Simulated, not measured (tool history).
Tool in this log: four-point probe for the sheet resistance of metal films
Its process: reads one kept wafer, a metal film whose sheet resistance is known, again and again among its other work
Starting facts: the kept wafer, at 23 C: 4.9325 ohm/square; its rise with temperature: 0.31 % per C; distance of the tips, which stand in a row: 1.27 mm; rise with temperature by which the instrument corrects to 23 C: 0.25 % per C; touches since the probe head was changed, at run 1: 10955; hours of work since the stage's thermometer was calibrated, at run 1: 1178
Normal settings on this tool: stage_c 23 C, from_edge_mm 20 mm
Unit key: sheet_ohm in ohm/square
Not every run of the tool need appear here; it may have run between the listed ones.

run	hour	stage_c	from_edge_mm	touches since the probe head was changed	hours of work since the stage's thermometer was calibrated	sheet_ohm
1	0	23	20	10955	1178	4.994097
2	16.1	23	20	11264	1185	4.992934
3	33.8	23	20	11606	1193	4.994578
4	51.6	34	20	11949	1201	5.021433
5	66.9	34	20	12245	1209	5.022765
6	74.7	34	20	12395	1212	5.022302
7	83.5	23	20	12565	1216	4.991902
8	98.4	23	20	12851	1223	4.991853
9	110.5	23	41	13084	1229	4.984044
10	120.9	23	41	13286	1233	4.982541
11	138.8	23	41	13630	1242	4.984976
12	147.7	23	41	13801	1246	4.982849
13	159.2	23	39	14023	1251	4.983089
14	170.1	19	20	14234	1256	4.98021
15	177.9	23	20	14383	1260	4.991646
16	185.6	23	20	14532	1263	4.990913
17	196.8	28	20	14748	1268	5.007449
18	211.1	28	20	15022	1275	5.004301
19	227.7	28	20	15342	1283	5.004428
20	244.6	23	20	15669	1290	4.992122
21	261.6	24	7	15997	1298	5.072184
22	274.5	26	13	16245	1304	5.015227
23	286	25	11	16467	1310	5.020672
24	301.3	21	43	16761	1317	4.977827
25	318.7	21	43	17097	1325	4.977861
26	336	21	43	17430	1333	4.977432
27	348.5	31	40	17672	1338	5.004123
28	362.8	19	6	17947	1345	5.087138
29	379	19	39	18259	1352	4.970693
30	389.7	19	39	18465	1357	4.972732
31	401.1	25	12	18685	1363	5.014275
32	419.7	24	4	19044	1371	5.238161
33	428.8	30	6	19218	1375	5.117405
34	443.9	30	10	19510	1382	5.041288
35	458.1	21	23	19784	1389	4.982789
36	471.2	21	23	20035	1395	4.983147
37	488.3	20	9	20365	1403	5.023112
38	500.9	25	4	20608	1409	5.237859
39	517.6	25	47	20930	1416	4.986482
40	536	21	29	21285	1425	4.976536

Each row is a separate what-if for the run after 40, all from the same tool condition, not one after another. Results?
A	544.9	22	6	21456	1429	?
B	544.9	21	32	21456	1429	?
C	544.9	29	51	21456	1429	?

run	sheet_ohm
A	5.094491
B	4.978343
C	4.997265
Had the tool no hidden state, the same runs would have come out as:
run	sheet_ohm
A	5.047116
B	4.931962
C	4.950762
